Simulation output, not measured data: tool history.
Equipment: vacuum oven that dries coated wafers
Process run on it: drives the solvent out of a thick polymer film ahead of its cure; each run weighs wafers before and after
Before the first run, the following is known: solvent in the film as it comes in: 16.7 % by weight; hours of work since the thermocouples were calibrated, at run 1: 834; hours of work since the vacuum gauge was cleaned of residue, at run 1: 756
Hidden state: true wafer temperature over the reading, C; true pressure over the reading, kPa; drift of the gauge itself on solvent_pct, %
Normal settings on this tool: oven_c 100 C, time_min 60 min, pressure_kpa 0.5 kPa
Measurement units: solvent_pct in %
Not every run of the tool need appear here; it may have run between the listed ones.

run   hour  oven_c  time_min  pressure_kpa  hours of work since the thermocouples were calibrated  hours of work since the vacuum gauge was cleaned of residue  solvent_pct
  1      0     100        60           0.5                                                    834                                                          756         3.75
  2     12     100        60           0.5                                                    843                                                          765         3.74
  3   30.6     100        60           0.5                                                    857                                                          780         3.74
  4     45     100        60           0.5                                                    868                                                          791         3.77
  5   66.6     100        60           0.5                                                    885                                                          807         3.76
  6     83     100        60           0.5                                                    897                                                          820         3.75
  7  102.8     100        60           0.5                                                    913                                                          835         3.77
  8  117.9     100        60           0.5                                                    924                                                          847         3.75
  9  143.4     100        60           0.5                                                    944                                                          866         3.75
 10  164.2     100        60           0.5                                                    960                                                          882         3.75
 11  183.8     100        60           0.5                                                    975                                                          897         3.75
 12  202.9     100        60           0.5                                                    990                                                          912         3.77
 13  222.1     100        60           0.5                                                   1004                                                          927         3.76
 14  241.6     100        60           0.5                                                   1019                                                          942         3.73
 15  266.4     113        57         0.755                                                   1038                                                          961         1.74
 16  286.5      93        57         1.088                                                   1054                                                          976            6
 17  298.8      99        47         1.374                                                   1063                                                          985         5.64
 18  317.1      88       105         0.507                                                   1077                                                         1000         3.85
 19  337.4     115        41         1.901                                                   1093                                                         1015         3.04
 20  350.7     104        41         1.901                                                   1103                                                         1025         5.36
 21  367.3      85        60         0.808                                                   1116                                                         1038         7.44
     388.1  -- oven's thermocouples calibrated
 22  393.6     113        52         0.292                                                      4                                                         1057         1.85
 23  415.9     113        52         0.292                                                     21                                                         1074         1.87
 24  429.7     114        80           0.5                                                     32                                                         1084         0.74
 25  443.2     114        80           0.5                                                     42                                                         1095         0.71
 26  459.4      98        50         0.614                                                     55                                                         1107         5.17
 27  479.6      99        60         0.882                                                     70                                                         1123         4.24
 28  503.7     112        60         0.335                                                     89                                                         1141         1.57

Predict each of these 3 candidate next runs independently; none follows another, all start after run 28:
  A  516.1      96        55         0.653                                                     98                                                         1151            ?
  B  516.1     108        60         0.833                                                     98                                                         1151            ?
  C  516.1     108        38         0.278                                                     98                                                         1151            ?

run  solvent_pct
  A         5.16
  B         2.38
  C         4.16
Stripped of hidden state, with their random variation kept, the same runs would have yielded:
run  solvent_pct
  A         5.16
  B         2.37
  C         4.15
